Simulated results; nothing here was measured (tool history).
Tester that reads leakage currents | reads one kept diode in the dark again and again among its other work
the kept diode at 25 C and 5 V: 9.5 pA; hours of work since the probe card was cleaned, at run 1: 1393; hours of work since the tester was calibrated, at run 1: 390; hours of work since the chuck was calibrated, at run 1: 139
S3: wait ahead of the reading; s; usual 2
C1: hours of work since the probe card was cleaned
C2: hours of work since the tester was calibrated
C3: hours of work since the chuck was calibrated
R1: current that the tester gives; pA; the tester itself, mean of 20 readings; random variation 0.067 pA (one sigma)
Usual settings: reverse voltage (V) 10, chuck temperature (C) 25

Run 1, hour 0: usual settings; C1 1393; C2 390; C3 139. Result: R1 17.52 pA.
Run 2, hour 62.1: usual settings; C1 1427; C2 424; C3 172. Result: R1 17.6 pA.
Run 3, hour 106.8: usual settings but reverse voltage (V) 3.4; C1 1451; C2 448; C3 197. Result: R1 9.18 pA.
Run 4, hour 169.6: usual settings but reverse voltage (V) 3.4; C1 1485; C2 482; C3 230. Result: R1 9.26 pA.
Run 5, hour 236.8: usual settings but reverse voltage (V) 3.4; C1 1521; C2 518; C3 267. Result: R1 9.28 pA.
Run 6, hour 284.6: usual settings but reverse voltage (V) 3.4, chuck temperature (C) 34; C1 1547; C2 544; C3 293. Result: R1 18.89 pA.
Run 7, hour 352.8: usual settings but reverse voltage (V) 3.4, chuck temperature (C) 34, S3 8.14 s; C1 1584; C2 581; C3 329. Result: R1 18.72 pA.
Run 8, hour 428.3: usual settings; C1 1624; C2 621; C3 370. Result: R1 18.01 pA.
Run 9, hour 477.1: usual settings; C1 1651; C2 648; C3 397. Result: R1 18.14 pA.
Run 10, hour 515.7: usual settings; C1 1672; C2 669; C3 418. Result: R1 18.17 pA.
Run 11, hour 551.5: usual settings; C1 1691; C2 688; C3 437. Result: R1 18.09 pA.
Run 12, hour 593: usual settings; C1 1714; C2 710; C3 459. Result: R1 18.27 pA.
At hour 602: chuck's temperature calibrated.
Run 13, hour 639.3: usual settings but reverse voltage (V) 1.7; C1 1737; C2 734; C3 20. Result: R1 6.48 pA.
Run 14, hour 679.7: usual settings but reverse voltage (V) 5.6; C1 1759; C2 756; C3 42. Result: R1 13.11 pA.
Run 15, hour 725.3: usual settings but reverse voltage (V) 5.6; C1 1784; C2 781; C3 67. Result: R1 13.14 pA.
Run 16, hour 799: usual settings but reverse voltage (V) 4.4; C1 1824; C2 821; C3 106. Result: R1 11.41 pA.
Run 17, hour 848.5: usual settings but reverse voltage (V) 4.4; C1 1851; C2 848; C3 133. Result: R1 11.37 pA.
Run 18, hour 899.7: usual settings but reverse voltage (V) 4.4; C1 1878; C2 875; C3 161. Result: R1 11.48 pA.
Run 19, hour 943.4: usual settings but reverse voltage (V) 1.4; C1 1902; C2 899; C3 185. Result: R1 5.86 pA.
Run 20, hour 1016.9: usual settings but chuck temperature (C) 50; C1 1942; C2 939; C3 224. Result: R1 122.31 pA.
At hour 1030: chuck's temperature calibrated, once more.
Run 21, hour 1074: usual settings but chuck temperature (C) 48; C1 1971; C2 968; C3 24. Result: R1 97.54 pA.

The next listed run, before its measurement:
Run 22, hour 1135.3: usual settings but chuck temperature (C) 44; C1 2004; C2 1001; C3 57. Result: R1 ?.

{"run 22": {"R1": 72.96}}
Without the tool's hidden state the same run would have given R1 70.06 pA.
